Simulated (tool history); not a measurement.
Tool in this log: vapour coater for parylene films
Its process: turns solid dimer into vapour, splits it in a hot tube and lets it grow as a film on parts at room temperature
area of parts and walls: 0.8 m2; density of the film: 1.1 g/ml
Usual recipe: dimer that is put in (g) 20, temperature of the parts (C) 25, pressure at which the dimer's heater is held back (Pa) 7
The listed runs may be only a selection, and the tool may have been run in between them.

run,hour,dimer that is put in (g),temperature of the parts (C),pressure at which the dimer's heater is held back (Pa),thickness of the film (µm)
1,0,20,25,7,12.45
2,15.7,20,25,7,12.32
3,33.4,20,25,7,12.14
4,45.2,20,25,7,12.34
5,63.5,20,25,7,12.14
6,84,20,25,7,12.11
7,96.4,20,25,7,12.06
# hour 107.3: trap's valve overhauled
8,115,20,25,7,13.48
9,130.7,15,25,7,10.09
10,145.8,11,25,7,7.36
11,155.7,11,25,7,7.35
12,176,11,25,7,7.23
13,185.2,11,25,7,7.25
14,195.3,11,25,7,7.25
15,206.3,11,25,7,7.35
16,217.5,24,25,6.61,16.17
17,231.3,20,25,7,13.32
18,241.7,20,25,7,13.2
19,258.1,13,23,4.04,10.27

Selected run-to-run steps in thickness of the film (µm), each split into two signed amounts: the part the tool would show with no hidden state at all (from settings, incoming material and random variation), and the remainder, which goes to the hidden state together with any gauge scatter not common to the measured and the hidden-state-free results:
Hidden state at play: vapour lost through the trap's worn valve, %; true temperature of the parts over the reading, C; drift of the gauge itself on film_um, %.
Run 7 -> 8: trap's valve overhauled. thickness of the film (µm) +1.42: hidden state +1.5, all else -0.08.
Run 15 -> 16: dimer that is put in (g) 11 -> 24, pressure at which the dimer's heater is held back (Pa) 7 -> 6.61. thickness of the film (µm) +8.82: hidden state -0.47, all else +9.29.
